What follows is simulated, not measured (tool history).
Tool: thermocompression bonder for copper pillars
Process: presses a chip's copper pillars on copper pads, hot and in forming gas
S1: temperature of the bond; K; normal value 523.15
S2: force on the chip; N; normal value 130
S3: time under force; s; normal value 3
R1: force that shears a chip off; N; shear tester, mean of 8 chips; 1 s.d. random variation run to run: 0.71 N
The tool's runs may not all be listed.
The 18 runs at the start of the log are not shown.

run,hour,S1,S2,S3,R1
19,668.1,523.15,130,3,81.0
20,714.0,523.15,175,3,89.1
21,748.3,510.15,175,3,81.7
22,779.0,510.15,175,3,81.4
# hour 785.8: forming gas filter changed
23,812.6,494.15,88,4,61.0
24,859.9,494.15,113,4,68.9
25,911.1,494.15,113,4,67.2
26,938.6,494.15,113,4,68.3
27,982.7,498.15,173,4,85.1
28,1013.8,505.15,130,3,73.2
29,1059.8,512.15,131,4,83.7
30,1111.7,523.15,131,4,87.9
31,1157.2,501.15,174,4,84.1
32,1184.0,519.15,152,7,97.4
33,1219.3,519.15,152,7,96.6
34,1261.0,509.15,116,2,59.1
# hour 1278.7: force cell calibrated
35,1287.5,523.15,130,3,75.2
36,1314.4,535.15,108,2,67.5
37,1346.9,510.15,159,2,66.8
# hour 1371.7: forming gas filter changed
38,1390.6,513.15,84,2,52.2
39,1437.4,518.15,97,2,59.5

Alternative continuations, all from the tool just after run 39; predict every row:
A,1471.0,523.15,130,8,?
B,1471.0,539.15,102,3,?
C,1471.0,515.15,97,2,?
D,1471.0,523.15,193,2,?

run,R1
A,101.1
B,82.2
C,56.7
D,88.5
Without the tool's hidden state the same runs would have given:
run,R1
A,104.6
B,85.7
C,59.8
D,92.1

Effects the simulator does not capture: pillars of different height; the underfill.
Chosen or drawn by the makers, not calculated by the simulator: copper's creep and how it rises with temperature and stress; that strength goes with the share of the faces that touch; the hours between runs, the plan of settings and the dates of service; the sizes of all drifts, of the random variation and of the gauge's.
